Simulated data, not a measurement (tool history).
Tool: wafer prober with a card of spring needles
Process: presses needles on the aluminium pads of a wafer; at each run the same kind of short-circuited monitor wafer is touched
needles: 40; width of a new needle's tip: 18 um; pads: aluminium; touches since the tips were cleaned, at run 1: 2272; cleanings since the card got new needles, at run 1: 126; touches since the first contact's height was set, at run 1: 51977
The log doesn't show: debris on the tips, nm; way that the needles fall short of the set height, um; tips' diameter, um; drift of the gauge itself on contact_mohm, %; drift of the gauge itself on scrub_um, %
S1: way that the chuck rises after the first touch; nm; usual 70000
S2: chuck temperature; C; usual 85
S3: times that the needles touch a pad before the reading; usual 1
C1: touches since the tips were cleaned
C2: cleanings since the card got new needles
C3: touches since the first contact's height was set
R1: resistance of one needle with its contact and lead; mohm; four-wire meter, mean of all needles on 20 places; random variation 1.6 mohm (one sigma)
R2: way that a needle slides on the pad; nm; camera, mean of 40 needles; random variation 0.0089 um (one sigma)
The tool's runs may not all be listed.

Run 1, day 0.000: usual settings; C1 2272; C2 126; C3 51977. Result: R1 155 mohm, R2 12995 nm.
At day 0.162: tips cleaned on abrasive film.
At day 0.479: tips cleaned on abrasive film.
At day 0.650: height of the first contact set anew.
Run 2, day 0.779: usual settings but S2 31 C; C1 4145; C2 128; C3 1886. Result: R1 148 mohm, R2 13012 nm.
At day 0.862: tips cleaned on abrasive film.
At day 1.262: tips cleaned on abrasive film.
At day 1.658: tips cleaned on abrasive film.
At day 1.975: tips cleaned on abrasive film.
Run 3, day 2.142: usual settings but S3 3; C1 2398; C2 132; C3 21230. Result: R1 156 mohm, R2 13006 nm.
At day 2.304: tips cleaned on abrasive film.
At day 2.692: tips cleaned on abrasive film.
At day 3.079: tips cleaned on abrasive film.
Run 4, day 3.212: usual settings; C1 1898; C2 135; C3 36405. Result: R1 152 mohm, R2 13004 nm.
At day 3.450: tips cleaned on abrasive film.
At day 3.771: tips cleaned on abrasive film.
At day 4.088: tips cleaned on abrasive film.
Run 5, day 4.350: usual settings; C1 3783; C2 138; C3 52614. Result: R1 156 mohm, R2 13028 nm.
At day 4.429: tips cleaned on abrasive film.
At day 4.812: tips cleaned on abrasive film.
At day 4.983: height of the first contact set anew.
At day 5.225: tips cleaned on abrasive film.
At day 5.621: tips cleaned on abrasive film.
Run 6, day 5.717: usual settings; C1 1416; C2 142; C3 10454. Result: R1 154 mohm, R2 13015 nm.
At day 5.958: tips cleaned on abrasive film.
At day 6.354: tips cleaned on abrasive film.
At day 6.746: tips cleaned on abrasive film.
At day 7.062: tips cleaned on abrasive film.
At day 7.400: tips cleaned on abrasive film.
Run 7, day 7.400: usual settings; C1 0; C2 147; C3 34350. Result: R1 154 mohm, R2 13009 nm.
At day 7.792: tips cleaned on abrasive film.
At day 8.112: tips cleaned on abrasive film.
At day 8.500: tips cleaned on abrasive film.
Run 8, day 8.554: usual settings; C1 789; C2 150; C3 50774. Result: R1 153 mohm, R2 13058 nm.
At day 8.875: tips cleaned on abrasive film.
At day 9.192: tips cleaned on abrasive film.
At day 9.283: height of the first contact set anew.
Run 9, day 9.304: usual settings; C1 1416; C2 152; C3 286. Result: R1 152 mohm, R2 13033 nm.
At day 9.542: tips cleaned on abrasive film.
At day 9.862: tips cleaned on abrasive film.
Run 10, day 10.112: usual settings but S1 65000 nm; C1 3627; C2 154; C3 11820. Result: R1 152 mohm, R2 12106 nm.
At day 10.196: tips cleaned on abrasive film.
At day 10.517: tips cleaned on abrasive film.
At day 10.833: tips cleaned on abrasive film.
Run 11, day 11.096: usual settings but S1 65000 nm; C1 3767; C2 157; C3 25752. Result: R1 155 mohm, R2 12104 nm.
At day 11.179: tips cleaned on abrasive film.
At day 11.567: tips cleaned on abrasive film.
At day 11.962: tips cleaned on abrasive film.
At day 12.350: tips cleaned on abrasive film.
Run 12, day 12.412: usual settings; C1 858; C2 161; C3 44443. Result: R1 154 mohm, R2 13066 nm.
At day 12.725: tips cleaned on abrasive film.
At day 13.046: tips cleaned on abrasive film.
At day 13.442: tips cleaned on abrasive film.
At day 13.612: height of the first contact set anew.
At day 13.850: tips cleaned on abrasive film.
Run 13, day 13.925: usual settings; C1 1069; C2 165; C3 4458. Result: R1 155 mohm, R2 13050 nm.
At day 14.238: tips cleaned on abrasive film.
At day 14.558: tips cleaned on abrasive film.
At day 14.954: tips cleaned on abrasive film.
Run 14, day 15.008: usual settings but S1 80000 nm, S2 37 C; C1 771; C2 168; C3 19844. Result: R1 146 mohm, R2 14924 nm.
At day 15.321: tips cleaned on abrasive film.
At day 15.638: tips cleaned on abrasive film.
At day 16.029: tips cleaned on abrasive film.
At day 16.350: tips cleaned on abrasive film.
Run 15, day 16.429: usual settings but S1 60000 nm, S2 36 C, S3 2; C1 1146; C2 172; C3 40045. Result: R1 146 mohm, R2 11186 nm.
At day 16.746: tips cleaned on abrasive film.
At day 17.062: tips cleaned on abrasive film.
At day 17.438: tips cleaned on abrasive film.
Run 16, day 17.438: usual settings but S1 60000 nm, S2 78 C, S3 3; C1 0; C2 175; C3 54379. Result: R1 153 mohm, R2 11202 nm.
At day 17.833: tips cleaned on abrasive film.
At day 17.925: height of the first contact set anew.
At day 18.238: tips cleaned on abrasive film.
At day 18.625: tips cleaned on abrasive film.
At day 19.008: tips cleaned on abrasive film.
Run 17, day 19.117: usual settings but S1 60000 nm, S2 78 C, S3 3; C1 1551; C2 179; C3 16969. Result: R1 155 mohm, R2 11211 nm.
At day 19.358: tips cleaned on abrasive film.
At day 19.754: tips cleaned on abrasive film.
At day 20.142: tips cleaned on abrasive film.
Run 18, day 20.296: usual settings but S1 59000 nm; C1 2177; C2 182; C3 33711. Result: R1 156 mohm, R2 11019 nm.
At day 20.533: tips cleaned on abrasive film.
At day 20.933: tips cleaned on abrasive film.
At day 21.321: tips cleaned on abrasive film.
At day 21.712: tips cleaned on abrasive film.
Run 19, day 21.946: usual settings but S1 59000 nm; C1 3342; C2 186; C3 57212. Result: R1 155 mohm, R2 11039 nm.
At day 22.104: tips cleaned on abrasive film.
At day 22.192: height of the first contact set anew.
At day 22.512: tips cleaned on abrasive film.
At day 22.908: tips cleaned on abrasive film.
At day 23.250: tips cleaned on abrasive film.
Run 20, day 23.250: usual settings but S1 73000 nm, S2 60 C, S3 3; C1 0; C2 190; C3 14999. Result: R1 146 mohm, R2 13643 nm.
At day 23.646: tips cleaned on abrasive film.
At day 24.042: tips cleaned on abrasive film.
At day 24.433: tips cleaned on abrasive film.
Run 21, day 24.625: usual settings but S1 54000 nm, S2 41 C, S3 2; C1 2769; C2 193; C3 34606. Result: R1 152 mohm, R2 10094 nm.
At day 24.788: tips cleaned on abrasive film.
At day 25.183: tips cleaned on abrasive film.
Run 22, day 25.467: usual settings but S1 54000 nm, S2 41 C, S3 2; C1 4056; C2 195; C3 46570. Result: R1 152 mohm, R2 10101 nm.
At day 25.546: tips cleaned on abrasive film.
At day 25.867: tips cleaned on abrasive film.
At day 26.183: tips cleaned on abrasive film.
At day 26.512: height of the first contact set anew.
At day 26.596: tips cleaned on abrasive film.
At day 26.983: tips cleaned on abrasive film.
Run 23, day 27.075: usual settings but S1 67000 nm, S2 37 C; C1 1298; C2 200; C3 7991. Result: R1 146 mohm, R2 12557 nm.
At day 27.317: tips cleaned on abrasive film.
At day 27.712: tips cleaned on abrasive film.
At day 28.100: tips cleaned on abrasive film.
At day 28.421: tips cleaned on abrasive film.
Run 24, day 28.558: usual settings but S1 67000 nm, S2 37 C; C1 1965; C2 204; C3 29055. Result: R1 146 mohm, R2 12552 nm.

Forecast each of these 4 alternatives for the next run:
At day 28.796: tips cleaned on abrasive film.
At day 29.117: tips cleaned on abrasive film.
At day 29.512: tips cleaned on abrasive film.
At day 29.904: tips cleaned on abrasive film.
Run A, day 30.154: usual settings but S3 2; C1 3627; C2 208; C3 51808. Result: R1 ?, R2 ?.
At day 28.796: tips cleaned on abrasive film.
At day 29.117: tips cleaned on abrasive film.
At day 29.512: tips cleaned on abrasive film.
At day 29.904: tips cleaned on abrasive film.
Run B, day 30.154: usual settings but S1 84000 nm, S2 37 C, S3 2; C1 3627; C2 208; C3 51808. Result: R1 ?, R2 ?.
At day 28.796: tips cleaned on abrasive film.
At day 29.117: tips cleaned on abrasive film.
At day 29.512: tips cleaned on abrasive film.
At day 29.904: tips cleaned on abrasive film.
Run C, day 30.154: usual settings but S1 62000 nm; C1 3627; C2 208; C3 51808. Result: R1 ?, R2 ?.
At day 28.796: tips cleaned on abrasive film.
At day 29.117: tips cleaned on abrasive film.
At day 29.512: tips cleaned on abrasive film.
At day 29.904: tips cleaned on abrasive film.
Run D, day 30.154: usual settings but S2 73 C, S3 2; C1 3627; C2 208; C3 51808. Result: R1 ?, R2 ?.

run   R1     R2
  A  155  13119
  B  146  15725
  C  155  11620
  D  151  13108
Without the tool's hidden state the same runs would have given:
run   R1     R2
  A  155  13007
  B  145  15590
  C  155  11521
  D  150  12996
